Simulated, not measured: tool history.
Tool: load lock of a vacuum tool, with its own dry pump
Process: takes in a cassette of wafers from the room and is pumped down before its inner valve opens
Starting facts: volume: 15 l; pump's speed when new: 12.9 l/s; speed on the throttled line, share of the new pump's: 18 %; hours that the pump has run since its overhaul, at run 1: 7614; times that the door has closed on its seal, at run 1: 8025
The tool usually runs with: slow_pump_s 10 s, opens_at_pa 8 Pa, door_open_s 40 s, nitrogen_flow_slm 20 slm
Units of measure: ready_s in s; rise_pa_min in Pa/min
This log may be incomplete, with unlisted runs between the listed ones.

run	hour	slow_pump_s	opens_at_pa	door_open_s	nitrogen_flow_slm	hours that the pump has run since its overhaul	times that the door has closed on its seal	incoming humidity of the room's air, %	ready_s	rise_pa_min
1	0	10	8	40	20	7614	8025	41.5	20	0.092
2	166	10	8	40	20	7780	8847	44.1	20.5	0.1
3	329.7	10	8	40	20	7944	9657	46.6	20.1	0.105
4	541.8	6	8	40	20	8156	10706	48.5	17.2	0.112
5	643.9	10	8	40	20	8258	11211	43.6	20.6	0.112
6	846.8	10	8	142	20	8461	12216	44.6	20.8	0.184
7	980.4	10	8	142	20	8594	12877	42.3	20.8	0.188
8	1122.6	10	8	142	20	8736	13580	45.4	20.9	0.204
9	1247.4	10	8	142	20	8861	14198	47.5	20.6	0.214
10	1348.5	10	8	32	20	8962	14698	41.9	20.4	0.14
11	1581.8	10	7	40	20	9196	15853	46.4	21.4	0.155
12	1726.1	10	7	40	20	9340	16567	45.1	20.9	0.161
13	1895.8	16	8	40	20	9510	17407	50.1	25.2	0.174
14	2066.7	10	8	40	20	9680	18252	44	20.8	0.178
15	2247.4	10	6	40	20	9861	19147	46.3	21.6	0.189
16	2399.5	10	8	50	20	10013	19899	46.6	20.7	0.19
17	2504.5	10	8	50	20	10118	20419	47.8	20.9	0.209
18	2697	10	8	50	20	10311	21372	44	20.7	0.215
19	2877.2	10	6	40	20	10491	22264	42.6	21.2	0.216
20	3014	10	8	66	6	10628	22941	47.1	21	0.27
21	3246.7	10	8	66	6	10861	24092	43.5	20.8	0.277
22	3451.1	10	8	66	6	11065	25104	42.9	21	0.288
23	3616.1	10	8	54	20	11230	25920	46.2	21.1	0.272
# hour 3639.4: dry pump taken out, an overhauled one fitted
24	3766.8	7	10	44	6	127	26636	46.3	16.8	0.295
25	3992.4	12	6	161	44	353	27753	45	21.7	0.316
26	4163.3	12	8	40	20	524	28598	48.6	21.2	0.302
27	4362.9	8	7	40	20	723	29586	48.1	18.1	0.316
28	4514.1	8	7	228	17	875	30334	46.9	17.9	0.449
29	4744.3	10	10	40	20	1105	31473	44.4	19.3	0.345
30	4912.2	17	8	151	41	1273	32304	45.4	25.2	0.39
31	5010.6	17	8	151	41	1371	32791	39	25.3	0.382
32	5128.8	10	8	38	20	1489	33377	41.8	19.8	0.367
33	5278.5	10	8	25	26	1639	34117	44.1	19.4	0.369
34	5467.9	20	6	40	12	1828	35054	45.8	28.3	0.396
35	5673.6	10	12	159	33	2034	36072	43.4	19.3	0.458
36	5832.1	10	9	31	20	2193	36857	48.7	19	0.423
37	5942.5	6	9	203	20	2303	37403	43.5	16.2	0.533
38	6143.8	10	14	31	20	2504	38399	41.5	18.9	0.44

Results for each run, recomputed without the tool's hidden state and with each run's random variation untouched:
Unlogged tool condition in this case: pump's speed, % of a new pump's; leak at the door's seal, Pa l/s; drift of the gauge itself on ready_s, %; drift of the gauge itself on rise_pa_min, %.
run	ready_s	rise_pa_min
1	18.9	0.049
2	19.3	0.052
3	18.9	0.053
4	15.8	0.05
5	19.3	0.047
6	19.5	0.111
7	19.5	0.109
8	19.5	0.118
9	19.2	0.124
10	19	0.044
11	19.9	0.05
12	19.4	0.05
13	23.8	0.054
14	19.3	0.052
15	19.9	0.053
16	19	0.05
17	19.3	0.061
18	19.1	0.056
19	19.4	0.047
20	19.2	0.096
21	19.1	0.089
22	19.2	0.087
23	19.3	0.062
24	16.5	0.073
25	21.4	0.084
26	20.9	0.051
27	17.8	0.056
28	17.5	0.176
29	19	0.054
30	24.8	0.088
31	25	0.075
32	19.4	0.046
33	19	0.034
34	27.9	0.058
35	18.8	0.1
36	18.5	0.047
37	15.6	0.147
38	18.3	0.04
